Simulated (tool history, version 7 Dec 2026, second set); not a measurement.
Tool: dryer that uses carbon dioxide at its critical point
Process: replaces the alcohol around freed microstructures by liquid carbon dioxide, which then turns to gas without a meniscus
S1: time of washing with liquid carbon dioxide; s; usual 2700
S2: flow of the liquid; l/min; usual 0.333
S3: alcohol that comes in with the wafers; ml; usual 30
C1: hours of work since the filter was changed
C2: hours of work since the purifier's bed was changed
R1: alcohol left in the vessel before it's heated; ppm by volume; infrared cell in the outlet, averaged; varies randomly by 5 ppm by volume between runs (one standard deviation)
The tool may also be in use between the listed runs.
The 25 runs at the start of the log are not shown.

| run | hour | S1 | S2 | S3 | C1 | C2 | R1 |
|---|---|---|---|---|---|---|---|
| 26 | 223.2 | 2700 | 0.233 | 30 | 21 | 561 | 233 |
| 27 | 236.3 | 2700 | 0.233 | 30 | 31 | 571 | 229 |
| 28 | 246.7 | 2700 | 0.233 | 30 | 39 | 579 | 240 |
| 29 | 253.9 | 3780 | 0.295 | 30 | 44 | 584 | 116 |
| 30 | 267 | 2760 | 0.551 | 30 | 54 | 594 | 124 |
| 31 | 274.6 | 2700 | 0.333 | 28 | 60 | 600 | 140 |
| 32 | 286.1 | 3540 | 0.333 | 28 | 69 | 608 | 121 |
| 33 | 296.1 | 3540 | 0.333 | 28 | 76 | 616 | 128 |
| 34 | 302.5 | 2700 | 0.385 | 25 | 81 | 621 | 138 |
| 35 | 310.3 | 1800 | 0.281 | 26 | 87 | 627 | 418 |
| 36 | 316.6 | 1800 | 0.281 | 26 | 92 | 631 | 420 |
| 37 | 327.8 | 1800 | 0.515 | 26 | 100 | 640 | 142 |
| 38 | 335.9 | 1800 | 0.515 | 26 | 106 | 646 | 141 |
| 39 | 343.2 | 2640 | 0.257 | 21 | 112 | 652 | 192 |

Consider 4 possible next runs. They are alternatives, not a sequence: every one starts from the tool as it was left by run 39. What does each give?
| A | 354.2 | 2700 | 0.491 | 24 | 120 | 660 | ? |
| B | 354.2 | 2700 | 0.327 | 38 | 120 | 660 | ? |
| C | 354.2 | 1920 | 0.255 | 70 | 120 | 660 | ? |
| D | 354.2 | 3960 | 0.534 | 31 | 120 | 660 | ? |

| run | R1 |
|---|---|
| A | 137 |
| B | 164 |
| C | 1048 |
| D | 122 |
What these runs would have given with no unlogged condition in the tool:
| run | R1 |
|---|---|
| A | 9 |
| B | 28 |
| C | 799 |
| D | 0 |
